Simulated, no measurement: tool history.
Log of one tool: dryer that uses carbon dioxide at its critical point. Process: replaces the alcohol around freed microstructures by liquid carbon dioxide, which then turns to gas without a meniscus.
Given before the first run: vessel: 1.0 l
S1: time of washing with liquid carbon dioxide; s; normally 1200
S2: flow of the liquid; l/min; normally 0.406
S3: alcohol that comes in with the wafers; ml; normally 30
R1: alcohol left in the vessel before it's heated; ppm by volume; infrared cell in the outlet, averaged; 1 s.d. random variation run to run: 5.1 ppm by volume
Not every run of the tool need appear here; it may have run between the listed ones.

| run | hour | S1 | S2 | S3 | R1 |
|---|---|---|---|---|---|
| 1 | 0.0 | 1200 | 0.406 | 30 | 334 |
| 2 | 44.6 | 1200 | 0.406 | 30 | 349 |
| 3 | 92.5 | 1200 | 0.406 | 30 | 303 |
| 4 | 149.3 | 1200 | 0.406 | 30 | 316 |
| 5 | 193.8 | 1200 | 0.406 | 37 | 350 |
| 6 | 254.0 | 1200 | 0.406 | 37 | 356 |
| 7 | 296.0 | 1200 | 0.406 | 37 | 359 |
| 8 | 340.3 | 1200 | 0.406 | 37 | 374 |
| 9 | 366.8 | 1200 | 0.406 | 39 | 392 |
| 10 | 405.0 | 1200 | 0.406 | 39 | 392 |
| 11 | 445.8 | 1200 | 0.406 | 36 | 388 |
| 12 | 486.8 | 1200 | 0.406 | 55 | 465 |
| 13 | 552.8 | 1200 | 0.406 | 55 | 211 |
| 14 | 615.3 | 1200 | 0.406 | 55 | 234 |
| 15 | 668.0 | 1200 | 0.406 | 55 | 152 |
| 16 | 702.4 | 1200 | 0.406 | 55 | 153 |
| 17 | 765.0 | 1200 | 0.406 | 55 | 169 |
| 18 | 809.8 | 1200 | 0.406 | 47 | 167 |
| 19 | 867.8 | 1200 | 0.260 | 30 | 810 |
| 20 | 903.9 | 1200 | 0.406 | 32 | 145 |
| 21 | 952.1 | 1200 | 0.406 | 32 | 155 |
| 22 | 985.1 | 1200 | 0.406 | 32 | 167 |
| 23 | 1016.8 | 1200 | 0.406 | 30 | 163 |
| 24 | 1057.9 | 1200 | 0.406 | 30 | 171 |
| 25 | 1084.4 | 1500 | 0.406 | 24 | 98 |
| 26 | 1134.1 | 1500 | 0.406 | 24 | 110 |
| 27 | 1191.3 | 1620 | 0.310 | 23 | 173 |
| 28 | 1222.8 | 780 | 0.406 | 46 | 1299 |
| 29 | 1254.9 | 1620 | 0.406 | 40 | 115 |
| 30 | 1302.1 | 1020 | 0.459 | 20 | 163 |
| 31 | 1359.4 | 1140 | 0.406 | 96 | 423 |
| 32 | 1400.0 | 1140 | 0.406 | 96 | 459 |
| 33 | 1439.0 | 1800 | 0.331 | 30 | 141 |
| 34 | 1498.6 | 1200 | 0.359 | 80 | 575 |
| 35 | 1551.6 | 1200 | 0.359 | 80 | 612 |
| 36 | 1604.2 | 1800 | 0.576 | 54 | 148 |
| 37 | 1639.6 | 1440 | 0.397 | 46 | 212 |
| 38 | 1704.0 | 1380 | 0.417 | 45 | 219 |
| 39 | 1744.0 | 960 | 0.504 | 31 | 278 |
| 40 | 1807.1 | 960 | 0.504 | 29 | 280 |
| 41 | 1856.7 | 780 | 0.601 | 38 | 279 |
| 42 | 1918.6 | 1560 | 0.568 | 38 | 196 |
| 43 | 1955.9 | 1560 | 0.568 | 38 | 198 |
| 44 | 2013.5 | 1560 | 0.568 | 38 | 192 |
| 45 | 2053.6 | 1620 | 0.417 | 30 | 214 |
| 46 | 2117.9 | 1200 | 0.368 | 30 | 378 |
| 47 | 2153.0 | 720 | 0.406 | 33 | 1231 |
| 48 | 2192.8 | 840 | 0.406 | 77 | 1554 |

Between the runs listed above, the log contained 5 entries, not reproduced here. Where in the sequence does each belong, and how does what the log doesn't record of the tool's condition differ from the listed run before to the listed run after?
Between runs 2 and 3: inlet filter changed (hour 55.5)
  flow that reaches the vessel past the clogged filter, %: 89.2 -> 99; alcohol in the recycled carbon dioxide, ppm: 228.9 -> 234.7
  measured less the result without the state, R1: +280 -> +235 ppm by volume
Between runs 12 and 13: purifier's bed changed (hour 516.7)
  flow that reaches the vessel past the clogged filter, %: 92.6 -> 91.6; alcohol in the recycled carbon dioxide, ppm: 288 -> 9.7
  measured less the result without the state, R1: +348 -> +84 ppm by volume
Between runs 14 and 15: inlet filter changed (hour 652.8)
  flow that reaches the vessel past the clogged filter, %: 90.6 -> 99.6; alcohol in the recycled carbon dioxide, ppm: 18.3 -> 25.6
  measured less the result without the state, R1: +108 -> +23 ppm by volume
Between runs 28 and 29: inlet filter changed (hour 1251.2)
  flow that reaches the vessel past the clogged filter, %: 90.9 -> 99.6; alcohol in the recycled carbon dioxide, ppm: 98.6 -> 103.3
  measured less the result without the state, R1: +457 -> +100 ppm by volume
Between runs 40 and 41: inlet filter changed (hour 1848.7)
  flow that reaches the vessel past the clogged filter, %: 91.2 -> 99.4; alcohol in the recycled carbon dioxide, ppm: 177.7 -> 184.6
  measured less the result without the state, R1: +217 -> +184 ppm by volume

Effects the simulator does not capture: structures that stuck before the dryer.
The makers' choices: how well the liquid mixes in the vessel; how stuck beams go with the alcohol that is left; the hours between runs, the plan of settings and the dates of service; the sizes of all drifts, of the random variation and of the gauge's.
